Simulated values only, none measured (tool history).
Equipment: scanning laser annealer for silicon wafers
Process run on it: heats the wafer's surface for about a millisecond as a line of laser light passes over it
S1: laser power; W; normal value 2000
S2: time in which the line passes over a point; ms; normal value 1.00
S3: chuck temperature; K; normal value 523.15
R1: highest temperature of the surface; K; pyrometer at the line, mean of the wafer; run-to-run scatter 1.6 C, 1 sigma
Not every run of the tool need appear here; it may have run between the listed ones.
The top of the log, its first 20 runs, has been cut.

| run | hour | S1 | S2 | S3 | R1 |
|---|---|---|---|---|---|
|  | 231.2 | optics aligned, line set to its width |
| 21 | 239.9 | 2000 | 1.00 | 523.15 | 1218.15 |
| 22 | 254.7 | 1949 | 0.98 | 555.15 | 1218.15 |
| 23 | 268.7 | 1949 | 0.98 | 555.15 | 1217.15 |
| 24 | 277.3 | 1949 | 1.15 | 528.15 | 1250.15 |
| 25 | 293.3 | 1949 | 1.15 | 528.15 | 1248.15 |
| 26 | 301.5 | 1949 | 1.15 | 528.15 | 1248.15 |
| 27 | 314.1 | 1856 | 0.78 | 530.15 | 1091.15 |
| 28 | 328.4 | 1999 | 0.83 | 517.15 | 1148.15 |
| 29 | 334.9 | 1703 | 1.00 | 511.15 | 1089.15 |
| 30 | 347.6 | 1703 | 1.00 | 511.15 | 1089.15 |

Predict the results of run 31:
| 31 | 357.4 | 1710 | 0.74 | 533.15 | ? |

R1: 1030.15 K
Without the tool's hidden state the same run would have given R1 1042.15 K.

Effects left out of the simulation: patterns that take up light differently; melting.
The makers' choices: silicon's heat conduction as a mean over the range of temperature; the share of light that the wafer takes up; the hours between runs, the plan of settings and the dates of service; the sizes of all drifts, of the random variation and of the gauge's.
